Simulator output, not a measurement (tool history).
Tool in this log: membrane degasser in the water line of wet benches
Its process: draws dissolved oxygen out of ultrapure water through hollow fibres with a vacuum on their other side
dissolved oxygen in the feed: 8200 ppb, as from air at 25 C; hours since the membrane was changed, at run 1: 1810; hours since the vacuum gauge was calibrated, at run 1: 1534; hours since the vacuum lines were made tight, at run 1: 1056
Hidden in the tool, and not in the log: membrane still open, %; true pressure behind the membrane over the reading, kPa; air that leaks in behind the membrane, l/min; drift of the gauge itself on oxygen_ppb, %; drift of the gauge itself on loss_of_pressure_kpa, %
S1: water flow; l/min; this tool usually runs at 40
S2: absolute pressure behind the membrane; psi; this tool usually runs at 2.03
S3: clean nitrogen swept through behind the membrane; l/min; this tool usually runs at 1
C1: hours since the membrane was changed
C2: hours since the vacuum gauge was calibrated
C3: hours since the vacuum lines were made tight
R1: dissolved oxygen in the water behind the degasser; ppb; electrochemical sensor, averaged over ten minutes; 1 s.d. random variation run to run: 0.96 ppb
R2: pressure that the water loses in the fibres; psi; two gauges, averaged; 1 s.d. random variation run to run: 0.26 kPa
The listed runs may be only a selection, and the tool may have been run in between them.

run	day	S1	S2	S3	C1	C2	C3	R1	R2
1	0	40	2.03	1	1810	1534	1056	805.3	10.338
2	1.367	40	2.03	1	1843	1567	1089	803.4	10.409
3	3.125	43	2.03	1	1885	1609	1131	850.7	11.166
4	4.4	43	2.03	1	1916	1639	1162	849.1	11.148
5	6.304	40	2.03	2.07	1961	1685	1207	451.5	10.405
6	8.392	40	2.03	2.07	2011	1735	1257	451.3	10.327
7	10.108	40	2.03	1	2052	1776	1299	806.3	10.376
8	11.917	28	2.92	1	2096	1820	1342	918.5	7.281
9	13.142	32	2.07	1.76	2125	1849	1371	439	8.308
10	15.229	40	1.51	1	2175	1899	1421	555.8	10.324
11	16.15	27	1.58	1.99	2198	1921	1444	239.9	7
12	17.071	27	1.58	1.99	2220	1944	1466	240.1	6.962
13	18.075	40	2.64	1.13	2244	1968	1490	989.2	10.38
14	19.758	43	2.39	1	2284	2008	1530	1024.6	11.243

What if the next run were any one of these 5? Each begins from the tool's condition after run 14:
A	21.267	61	2.02	2.23	2320	2044	1566	?	?
B	21.267	42	2.84	1	2320	2044	1566	?	?
C	21.267	48	3.47	0.73	2320	2044	1566	?	?
D	21.267	60	3.06	0.41	2320	2044	1566	?	?
E	21.267	40	2.03	1.07	2320	2044	1566	?	?

run	R1	R2
A	601.4	15.934
B	1209.9	11.003
C	1978.9	12.499
D	2726.2	15.6
E	766.2	10.414
The same runs, with their run-to-run variation unchanged, on a tool lacking any hidden condition would have given:
run	R1	R2
A	595.5	15.497
B	1204	10.701
C	1973.2	12.159
D	2722	15.172
E	760.3	10.128
